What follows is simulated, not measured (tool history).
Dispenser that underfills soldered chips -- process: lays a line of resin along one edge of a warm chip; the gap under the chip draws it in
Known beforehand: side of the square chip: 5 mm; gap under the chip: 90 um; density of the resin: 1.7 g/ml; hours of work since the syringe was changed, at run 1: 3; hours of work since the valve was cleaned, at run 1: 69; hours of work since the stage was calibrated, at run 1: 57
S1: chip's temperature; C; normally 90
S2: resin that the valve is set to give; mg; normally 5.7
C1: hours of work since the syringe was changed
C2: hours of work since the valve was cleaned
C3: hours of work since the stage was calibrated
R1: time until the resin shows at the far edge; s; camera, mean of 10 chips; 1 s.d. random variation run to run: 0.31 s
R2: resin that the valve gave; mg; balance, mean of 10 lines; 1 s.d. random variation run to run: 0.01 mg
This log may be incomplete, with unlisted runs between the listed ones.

{"run": 1, "hour": 0.0, "S1": 90, "S2": 5.7, "C1": 3, "C2": 69, "C3": 57, "R1": 12.3, "R2": 5.55}
{"hour": 3.7, "done": "dispensing valve cleaned and set on the balance"}
{"run": 2, "hour": 6.5, "S1": 90, "S2": 5.7, "C1": 7, "C2": 2, "C3": 61, "R1": 17.5, "R2": 5.69}
{"hour": 8.5, "done": "new syringe of resin"}
{"run": 3, "hour": 12.9, "S1": 90, "S2": 5.01, "C1": 3, "C2": 7, "C3": 65, "R1": 13.6, "R2": 5}
{"run": 4, "hour": 18.1, "S1": 90, "S2": 5.01, "C1": 7, "C2": 10, "C3": 69, "R1": 19.2, "R2": 4.98}
{"hour": 19.2, "done": "new syringe of resin"}
{"run": 5, "hour": 28.4, "S1": 90, "S2": 5.01, "C1": 7, "C2": 18, "C3": 76, "R1": 18.5, "R2": 4.97}
{"hour": 30.1, "done": "new syringe of resin"}
{"run": 6, "hour": 36.7, "S1": 90, "S2": 5.01, "C1": 5, "C2": 24, "C3": 82, "R1": 16, "R2": 4.96}
{"hour": 41.1, "done": "new syringe of resin"}
{"run": 7, "hour": 42.3, "S1": 102, "S2": 5.7, "C1": 1, "C2": 27, "C3": 86, "R1": 7.3, "R2": 5.64}
{"run": 8, "hour": 46.8, "S1": 79, "S2": 5.7, "C1": 4, "C2": 31, "C3": 89, "R1": 20, "R2": 5.63}
{"hour": 52.2, "done": "new syringe of resin"}
{"run": 9, "hour": 56.6, "S1": 79, "S2": 5.7, "C1": 3, "C2": 38, "C3": 96, "R1": 18.3, "R2": 5.6}
{"hour": 63.2, "done": "new syringe of resin"}
{"run": 10, "hour": 64.7, "S1": 79, "S2": 5.7, "C1": 1, "C2": 43, "C3": 102, "R1": 14.8, "R2": 5.58}
{"run": 11, "hour": 69.9, "S1": 79, "S2": 5.7, "C1": 5, "C2": 47, "C3": 106, "R1": 21, "R2": 5.6}
{"hour": 74.3, "done": "new syringe of resin"}
{"run": 12, "hour": 75.5, "S1": 90, "S2": 5.2, "C1": 1, "C2": 51, "C3": 110, "R1": 10.8, "R2": 5.08}
{"run": 13, "hour": 84.4, "S1": 92, "S2": 5.2, "C1": 7, "C2": 58, "C3": 116, "R1": 18.3, "R2": 5.08}
{"hour": 85.2, "done": "new syringe of resin"}
{"run": 14, "hour": 90.7, "S1": 92, "S2": 5.2, "C1": 4, "C2": 62, "C3": 121, "R1": 13.4, "R2": 5.08}
{"hour": 96.3, "done": "new syringe of resin"}
{"run": 15, "hour": 96.5, "S1": 92, "S2": 5.2, "C1": 0, "C2": 66, "C3": 125, "R1": 9.2, "R2": 5.04}
{"hour": 104.8, "done": "dispensing valve cleaned and set on the balance"}
{"run": 16, "hour": 104.8, "S1": 92, "S2": 5.2, "C1": 6, "C2": 0, "C3": 130, "R1": 15.4, "R2": 5.18}
{"hour": 108.4, "done": "new syringe of resin"}
{"run": 17, "hour": 113.6, "S1": 90, "S2": 5.52, "C1": 4, "C2": 6, "C3": 136, "R1": 13.1, "R2": 5.49}
{"hour": 119.8, "done": "new syringe of resin"}
{"run": 18, "hour": 123.3, "S1": 90, "S2": 5.7, "C1": 3, "C2": 13, "C3": 143, "R1": 12.6, "R2": 5.64}
{"hour": 131.2, "done": "new syringe of resin"}
{"run": 19, "hour": 132.5, "S1": 90, "S2": 5.7, "C1": 1, "C2": 20, "C3": 150, "R1": 10.3, "R2": 5.6}
{"run": 20, "hour": 141.5, "S1": 102, "S2": 4.88, "C1": 8, "C2": 26, "C3": 156, "R1": 14.3, "R2": 4.82}
{"hour": 142.3, "done": "new syringe of resin"}
{"run": 21, "hour": 149.9, "S1": 95, "S2": 4.97, "C1": 6, "C2": 32, "C3": 162, "R1": 14.5, "R2": 4.89}
{"hour": 153.2, "done": "new syringe of resin"}
{"run": 22, "hour": 155.1, "S1": 95, "S2": 6.48, "C1": 1, "C2": 36, "C3": 166, "R1": 9.8, "R2": 6.38}
{"run": 23, "hour": 162.3, "S1": 92, "S2": 5.08, "C1": 7, "C2": 41, "C3": 171, "R1": 17.1, "R2": 4.98}
{"hour": 164.6, "done": "new syringe of resin"}
{"run": 24, "hour": 169.4, "S1": 92, "S2": 5.08, "C1": 4, "C2": 46, "C3": 176, "R1": 12.6, "R2": 4.97}
{"hour": 175.8, "done": "new syringe of resin"}
{"run": 25, "hour": 179.5, "S1": 87, "S2": 5.17, "C1": 3, "C2": 53, "C3": 183, "R1": 13.5, "R2": 5.05}
{"hour": 187.3, "done": "new syringe of resin"}
{"run": 26, "hour": 190.0, "S1": 87, "S2": 5.17, "C1": 2, "C2": 61, "C3": 191, "R1": 13, "R2": 5.03}
{"run": 27, "hour": 195.3, "S1": 101, "S2": 4.85, "C1": 6, "C2": 64, "C3": 195, "R1": 12.7, "R2": 4.7}
{"hour": 198.1, "done": "new syringe of resin"}
{"run": 28, "hour": 202.1, "S1": 101, "S2": 4.85, "C1": 3, "C2": 69, "C3": 199, "R1": 9.9, "R2": 4.68}
{"hour": 206.6, "done": "dispensing valve cleaned and set on the balance"}
{"run": 29, "hour": 209.5, "S1": 89, "S2": 5.7, "C1": 8, "C2": 2, "C3": 204, "R1": 19.6, "R2": 5.67}
{"hour": 210.5, "done": "new syringe of resin"}
{"run": 30, "hour": 217.2, "S1": 90, "S2": 5.78, "C1": 5, "C2": 7, "C3": 209, "R1": 15.6, "R2": 5.75}
{"hour": 221.7, "done": "new syringe of resin"}
{"run": 31, "hour": 222.3, "S1": 90, "S2": 5.1, "C1": 0, "C2": 11, "C3": 213, "R1": 10, "R2": 5.05}
{"run": 32, "hour": 226.6, "S1": 88, "S2": 5.6, "C1": 4, "C2": 14, "C3": 216, "R1": 14.3, "R2": 5.53}
{"hour": 232.5, "done": "new syringe of resin"}
{"run": 33, "hour": 235.4, "S1": 84, "S2": 5.78, "C1": 2, "C2": 20, "C3": 222, "R1": 14, "R2": 5.7}
{"run": 34, "hour": 240.6, "S1": 83, "S2": 6.1, "C1": 6, "C2": 24, "C3": 226, "R1": 20, "R2": 6.02}
{"hour": 243.4, "done": "new syringe of resin"}
{"run": 35, "hour": 250.4, "S1": 83, "S2": 6.1, "C1": 5, "C2": 31, "C3": 233, "R1": 19.8, "R2": 5.99}

Some steps in R1, run to run, broken into two amounts with sign: the step expected even without the hidden condition (settings, incoming material, random variation), and the rest, left for the hidden condition together with whatever gauge scatter is not in both the measured and the hidden-condition-free result:
The hidden state here: resin's viscosity, % of fresh resin's; dose that the valve gives, % of what is set; true chip temperature over the reading, C; drift of the gauge itself on fill_s, %; drift of the gauge itself on given_mg, %.
Run 7 -> 8: S1 102 -> 79. R1 +12.7 s: hidden state +5.9, all else +6.8.
Run 11 -> 12: S1 79 -> 90, S2 5.7 -> 5.2, new syringe of resin. R1 -10.2 s: hidden state -6.4, all else -3.8.
Run 12 -> 13: S1 90 -> 92. R1 +7.5 s: hidden state +7.9, all else -0.4.
Run 22 -> 23: S1 95 -> 92, S2 6.48 -> 5.08. R1 +7.3 s: hidden state +6.6, all else +0.7.
Run 28 -> 29: S1 101 -> 89, S2 4.85 -> 5.7, dispensing valve cleaned and set on the balance. R1 +9.7 s: hidden state +7.4, all else +2.3.
